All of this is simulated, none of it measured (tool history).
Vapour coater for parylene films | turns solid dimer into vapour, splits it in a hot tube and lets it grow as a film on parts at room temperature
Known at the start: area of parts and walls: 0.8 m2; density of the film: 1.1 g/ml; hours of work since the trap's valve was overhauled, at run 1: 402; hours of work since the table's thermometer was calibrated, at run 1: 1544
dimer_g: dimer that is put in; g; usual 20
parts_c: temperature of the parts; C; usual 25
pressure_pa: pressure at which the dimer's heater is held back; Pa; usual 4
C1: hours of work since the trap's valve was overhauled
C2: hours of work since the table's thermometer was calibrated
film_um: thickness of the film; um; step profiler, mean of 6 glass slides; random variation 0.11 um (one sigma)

Run 1, hour 0: usual settings; C1 402; C2 1544. Result: film_um 13.93 um.
Run 2, hour 43.3: usual settings; C1 437; C2 1578. Result: film_um 13.97 um.
At hour 50.5: trap's valve overhauled.
Run 3, hour 83.7: usual settings; C1 27; C2 1607. Result: film_um 14 um.
Run 4, hour 122.8: usual settings but parts_c 30 C; C1 58; C2 1639. Result: film_um 11.22 um.
Run 5, hour 174.5: usual settings but parts_c 30 C; C1 99; C2 1680. Result: film_um 11.38 um.
Run 6, hour 212.1: usual settings but parts_c 30 C; C1 129; C2 1710. Result: film_um 11.19 um.
Run 7, hour 255.9: usual settings; C1 164; C2 1745. Result: film_um 13.98 um.
Run 8, hour 299.7: usual settings; C1 199; C2 1780. Result: film_um 13.92 um.
Run 9, hour 348: usual settings; C1 238; C2 1819. Result: film_um 13.95 um.
Run 10, hour 379.5: usual settings but dimer_g 8 g, parts_c 22 C; C1 263; C2 1844. Result: film_um 6.29 um.
Run 11, hour 406: usual settings but dimer_g 8 g, parts_c 22 C; C1 284; C2 1865. Result: film_um 6.26 um.

The next listed run, before its measurement:
Run 12, hour 433.6: usual settings but dimer_g 27 g, parts_c 36 C; C1 306; C2 1887. Result: film_um ?.

Run 12 gave film_um 11.87 um.
Without the tool's hidden state the same run would have given film_um 11.93 um.
